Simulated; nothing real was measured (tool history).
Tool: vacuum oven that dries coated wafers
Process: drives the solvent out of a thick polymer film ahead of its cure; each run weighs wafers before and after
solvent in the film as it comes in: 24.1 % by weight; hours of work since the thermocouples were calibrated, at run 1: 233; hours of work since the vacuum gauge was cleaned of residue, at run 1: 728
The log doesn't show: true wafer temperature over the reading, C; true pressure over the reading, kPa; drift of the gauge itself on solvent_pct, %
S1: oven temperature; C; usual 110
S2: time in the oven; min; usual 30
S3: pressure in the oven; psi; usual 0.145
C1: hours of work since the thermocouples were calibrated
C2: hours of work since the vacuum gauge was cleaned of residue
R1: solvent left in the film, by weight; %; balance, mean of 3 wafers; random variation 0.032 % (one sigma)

run   hour   S1  S2     S3   C1   C2    R1
  1    0.0  110  30  0.145  233  728  3.72
  2   56.0  110  30  0.145  257  751  3.75
  3   80.5  110  30  0.158  267  761  3.69
  4  121.1  110  30  0.158  284  779  3.71
  5  146.9  110  30  0.145  295  789  3.73
  6  203.8  110  30  0.112  319  813  3.56
  7  239.7  115  49  0.096  334  828  0.88
  8  297.8  110  49  0.096  358  853  1.37
  9  332.6  120  23  0.096  373  867  2.89
 10  379.7  110  23  0.132  393  887  5.29

Forecast each of these 5 alternatives for the next run:
  A  416.7  110  36  0.087  408  903   ?
  B  416.7  124  30  0.104  408  903   ?
  C  416.7   98  23  0.088  408  903   ?
  D  416.7  110  41  0.132  408  903   ?
  E  416.7  109  40  0.117  408  903   ?

run    R1
  A  2.53
  B  1.25
  C  8.49
  D  2.14
  E  2.32
Without the tool's hidden state the same runs would have given:
run    R1
  A  2.52
  B  1.25
  C  8.48
  D  2.13
  E  2.31

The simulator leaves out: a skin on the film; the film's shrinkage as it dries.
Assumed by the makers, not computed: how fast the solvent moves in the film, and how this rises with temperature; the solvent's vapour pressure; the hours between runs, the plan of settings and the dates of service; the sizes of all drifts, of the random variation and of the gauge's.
